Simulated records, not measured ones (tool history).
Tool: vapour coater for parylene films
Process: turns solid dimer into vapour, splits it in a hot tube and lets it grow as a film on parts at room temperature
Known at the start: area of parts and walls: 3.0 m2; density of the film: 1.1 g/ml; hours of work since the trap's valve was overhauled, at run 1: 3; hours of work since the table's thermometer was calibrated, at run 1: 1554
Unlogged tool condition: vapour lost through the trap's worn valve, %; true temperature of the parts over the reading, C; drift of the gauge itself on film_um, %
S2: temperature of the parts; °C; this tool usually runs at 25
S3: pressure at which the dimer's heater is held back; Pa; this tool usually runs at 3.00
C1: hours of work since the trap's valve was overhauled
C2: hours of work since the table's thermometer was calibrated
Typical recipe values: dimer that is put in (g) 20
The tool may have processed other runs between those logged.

Run 1, hour 0.0: usual settings; C1 3; C2 1554. Result: thickness of the film (µm) 5.17.
At hour 5.1: table's thermometer calibrated.
Run 2, hour 33.3: usual settings but S3 11.05 Pa; C1 29; C2 23. Result: thickness of the film (µm) 4.40.
Run 3, hour 72.1: usual settings but S3 11.05 Pa; C1 61; C2 55. Result: thickness of the film (µm) 4.42.
Run 4, hour 110.2: usual settings but S3 11.05 Pa; C1 93; C2 87. Result: thickness of the film (µm) 4.39.
Run 5, hour 139.0: usual settings but S2 24 °C, S3 11.05 Pa; C1 117; C2 110. Result: thickness of the film (µm) 4.60.
Run 6, hour 184.3: usual settings but S2 24 °C, S3 11.05 Pa; C1 154; C2 148. Result: thickness of the film (µm) 4.58.
Run 7, hour 210.0: usual settings but S2 24 °C, S3 11.05 Pa; C1 175; C2 169. Result: thickness of the film (µm) 4.61.
At hour 257.8: trap's valve overhauled.
Run 8, hour 259.9: usual settings but S2 24 °C, S3 11.05 Pa; C1 2; C2 207. Result: thickness of the film (µm) 4.60.
Run 9, hour 300.1: usual settings but dimer that is put in (g) 27; C1 35; C2 240. Result: thickness of the film (µm) 6.96.
Run 10, hour 340.1: usual settings but dimer that is put in (g) 15, S2 26 °C, S3 2.20 Pa; C1 68; C2 272. Result: thickness of the film (µm) 3.85.
Run 11, hour 363.2: usual settings but dimer that is put in (g) 19, S2 22 °C, S3 2.81 Pa; C1 87; C2 291. Result: thickness of the film (µm) 5.58.
Run 12, hour 392.4: usual settings but dimer that is put in (g) 19, S2 22 °C, S3 2.81 Pa; C1 111; C2 316. Result: thickness of the film (µm) 5.51.
Run 13, hour 425.1: usual settings but dimer that is put in (g) 19, S2 22 °C, S3 2.81 Pa; C1 138; C2 342. Result: thickness of the film (µm) 5.59.
Run 14, hour 461.7: usual settings but dimer that is put in (g) 27, S2 28 °C, S3 5.25 Pa; C1 168; C2 373. Result: thickness of the film (µm) 5.73.
Run 15, hour 495.5: usual settings but dimer that is put in (g) 17, S2 28 °C; C1 196; C2 400. Result: thickness of the film (µm) 3.85.
At hour 518.2: trap's valve overhauled.
Run 16, hour 538.5: usual settings but dimer that is put in (g) 14, S2 29 °C, S3 4.43 Pa; C1 17; C2 433. Result: thickness of the film (µm) 2.92.
Run 17, hour 563.6: usual settings but dimer that is put in (g) 14, S2 29 °C, S3 4.43 Pa; C1 37; C2 453. Result: thickness of the film (µm) 2.93.

For each entry between runs, how does the tool's hidden state at the last listed run before it compare with that at the first listed run after it?
Between runs 1 and 2: table's thermometer calibrated (hour 5.1)
  vapour lost through the trap's worn valve, %: 0 -> 0.1; true temperature of the parts over the reading, C: -0.07 -> 0
Between runs 7 and 8: trap's valve overhauled (hour 257.8)
  vapour lost through the trap's worn valve, %: 0.2 -> 0
Between runs 15 and 16: trap's valve overhauled (hour 518.2)
  vapour lost through the trap's worn valve, %: 0.2 -> 0
